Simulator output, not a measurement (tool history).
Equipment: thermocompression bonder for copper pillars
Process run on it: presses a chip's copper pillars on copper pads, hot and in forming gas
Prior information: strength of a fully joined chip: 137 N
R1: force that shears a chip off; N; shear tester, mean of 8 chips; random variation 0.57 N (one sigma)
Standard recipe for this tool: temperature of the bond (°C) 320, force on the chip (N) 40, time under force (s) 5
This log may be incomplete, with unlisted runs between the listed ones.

Run 1, day 0: usual settings. Result: R1 68.6 N.
Run 2, day 0.338: usual settings. Result: R1 68.8 N.
Run 3, day 0.533: usual settings. Result: R1 69.2 N.
Run 4, day 0.775: usual settings but temperature of the bond (°C) 346. Result: R1 85.3 N.
Run 5, day 1.138: usual settings but temperature of the bond (°C) 346, force on the chip (N) 53. Result: R1 93 N.
Run 6, day 1.342: usual settings. Result: R1 68.5 N.
Run 7, day 1.571: usual settings but temperature of the bond (°C) 348. Result: R1 87.8 N.
Run 8, day 1.829: usual settings but time under force (s) 4. Result: R1 62.9 N.
At day 1.979: forming gas filter changed.
Run 9, day 2.275: usual settings but time under force (s) 4. Result: R1 69 N.
Run 10, day 2.538: usual settings. Result: R1 72.3 N.
Run 11, day 2.729: usual settings. Result: R1 72.9 N.
Run 12, day 3.125: usual settings. Result: R1 72.3 N.
Run 13, day 3.429: usual settings but temperature of the bond (°C) 293. Result: R1 54.7 N.
Run 14, day 3.612: usual settings but time under force (s) 4. Result: R1 67.8 N.
Run 15, day 3.883: usual settings. Result: R1 73.7 N.
Run 16, day 4.142: usual settings but force on the chip (N) 52. Result: R1 80.7 N.
Run 17, day 4.529: usual settings but force on the chip (N) 33. Result: R1 66.9 N.
Run 18, day 4.738: usual settings but force on the chip (N) 33. Result: R1 68 N.
Run 19, day 5.088: usual settings. Result: R1 73.4 N.
Run 20, day 5.312: usual settings. Result: R1 74.1 N.
Run 21, day 5.6: usual settings. Result: R1 73.6 N.
Run 22, day 5.833: usual settings but force on the chip (N) 39, time under force (s) 12. Result: R1 92.1 N.
Run 23, day 6.096: usual settings but temperature of the bond (°C) 315, force on the chip (N) 28, time under force (s) 4. Result: R1 54.8 N.
Run 24, day 6.342: usual settings but temperature of the bond (°C) 315, force on the chip (N) 28, time under force (s) 4. Result: R1 54.2 N.
Run 25, day 6.571: usual settings but temperature of the bond (°C) 315, force on the chip (N) 28, time under force (s) 4. Result: R1 54.2 N.
Run 26, day 6.896: usual settings but temperature of the bond (°C) 315, force on the chip (N) 28, time under force (s) 4. Result: R1 53.6 N.
Run 27, day 7.188: usual settings but temperature of the bond (°C) 302, force on the chip (N) 56. Result: R1 69.8 N.
Run 28, day 7.412: usual settings but temperature of the bond (°C) 300, force on the chip (N) 27, time under force (s) 11. Result: R1 66.2 N.
Run 29, day 7.688: usual settings but temperature of the bond (°C) 348, force on the chip (N) 33, time under force (s) 10. Result: R1 103.5 N.
Run 30, day 7.975: usual settings but temperature of the bond (°C) 348, force on the chip (N) 33, time under force (s) 10. Result: R1 102.3 N.
Run 31, day 8.354: usual settings but temperature of the bond (°C) 348, force on the chip (N) 33, time under force (s) 10. Result: R1 101.8 N.
Run 32, day 8.642: usual settings but temperature of the bond (°C) 348, force on the chip (N) 33, time under force (s) 10. Result: R1 102.5 N.
Run 33, day 8.842: usual settings but temperature of the bond (°C) 348, force on the chip (N) 33, time under force (s) 10. Result: R1 102.8 N.
Run 34, day 9.238: usual settings but temperature of the bond (°C) 350, force on the chip (N) 28, time under force (s) 11. Result: R1 100.9 N.
Run 35, day 9.529: usual settings but temperature of the bond (°C) 350, force on the chip (N) 28, time under force (s) 11. Result: R1 100.8 N.
Run 36, day 9.938: usual settings but temperature of the bond (°C) 350, force on the chip (N) 28, time under force (s) 11. Result: R1 99.7 N.
Run 37, day 10.296: usual settings but temperature of the bond (°C) 293, force on the chip (N) 41, time under force (s) 3. Result: R1 44.5 N.

What will run 38 give?
Run 38, day 10.504: usual settings but temperature of the bond (°C) 331, force on the chip (N) 33, time under force (s) 6. Result: R1 ?.

{"run 38": {"R1": 78.4}}
With no hidden state in the tool, this same run would have given R1 81.6 N.
